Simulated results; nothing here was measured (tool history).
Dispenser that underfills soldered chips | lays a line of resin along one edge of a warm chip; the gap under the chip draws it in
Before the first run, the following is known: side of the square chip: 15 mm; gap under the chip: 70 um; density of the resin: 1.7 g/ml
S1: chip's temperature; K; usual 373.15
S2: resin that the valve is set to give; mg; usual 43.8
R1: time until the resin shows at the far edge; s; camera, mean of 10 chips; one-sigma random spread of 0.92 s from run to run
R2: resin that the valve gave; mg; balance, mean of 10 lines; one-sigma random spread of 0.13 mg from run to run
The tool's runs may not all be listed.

run   hour      S1    S2     R1     R2
  1    0.0  373.15  43.8  113.4  41.38
       4.0  -- new syringe of resin
  2    6.9  373.15  43.8  107.5  41.16
  3   11.7  373.15  43.8  137.4  41.13
      12.5  -- new syringe of resin
  4   16.3  373.15  37.5  114.5  35.05
  5   19.8  373.15  37.5  141.8  35.07
      20.7  -- new syringe of resin
      24.3  -- dispensing valve cleaned and set on the balance
  6   28.2  373.15  40.9  129.5  40.64
      30.5  -- new syringe of resin
  7   34.8  369.15  43.8  135.3  43.51
      38.8  -- new syringe of resin
  8   42.6  369.15  43.8  133.0  43.17
      47.5  -- new syringe of resin
  9   50.2  369.15  43.8  122.2  43.33
 10   53.7  369.15  43.8  149.8  43.06
      55.7  -- new syringe of resin
 11   58.4  369.15  43.8  122.5  43.06
      64.1  -- new syringe of resin
 12   64.5  373.15  44.7   91.5  43.89
 13   69.9  373.15  43.8  124.7  42.70
      72.8  -- new syringe of resin
 14   74.2  373.15  43.8   97.5  42.44
 15   79.0  373.15  43.8  128.2  42.59
      81.3  -- new syringe of resin
 16   83.1  373.15  43.8  102.2  42.43
 17   88.5  373.15  43.8  137.8  42.41
      89.7  -- new syringe of resin
 18   94.5  367.15  46.7  154.6  45.25
      97.9  -- new syringe of resin
 19   98.4  376.15  49.1   80.8  47.45
 20  102.8  376.15  49.1  105.1  47.26
     106.4  -- new syringe of resin
 21  107.0  376.15  49.1   83.4  47.44
 22  112.6  376.15  49.1  112.2  46.79
     114.8  -- new syringe of resin
 23  119.0  376.15  49.1   99.8  46.97
     123.3  -- new syringe of resin
 24  126.1  376.15  49.1   93.0  47.04
     132.0  -- new syringe of resin
 25  133.4  376.15  49.1   87.5  46.61
 26  137.0  376.15  49.1  105.9  46.58
     140.4  -- new syringe of resin
 27  141.3  372.15  42.3  104.2  39.92
 28  146.7  372.15  46.2  137.6  43.51
     148.9  -- new syringe of resin
 29  151.2  372.15  46.2  108.3  43.37
 30  155.5  387.15  47.5   75.4  44.53
     157.2  -- new syringe of resin
 31  160.0  366.15  47.9  142.4  45.02
 32  163.2  366.15  47.9  168.6  44.70

Each row is a separate what-if for the run after 32, all from the same tool condition, not one after another. Results?
     165.8  -- new syringe of resin
  A  166.9  370.15  41.6   ?   ?
     165.8  -- new syringe of resin
  B  166.9  381.15  55.5   ?   ?
     165.8  -- new syringe of resin
  C  166.9  363.15  48.7   ?   ?

run     R1     R2
  A  113.4  38.84
  B   68.8  51.91
  C  146.5  45.42
The same runs, with their run-to-run variation unchanged, on a tool lacking any hidden condition would have given:
run     R1     R2
  A  100.9  41.59
  B   62.0  55.59
  C  130.8  48.64
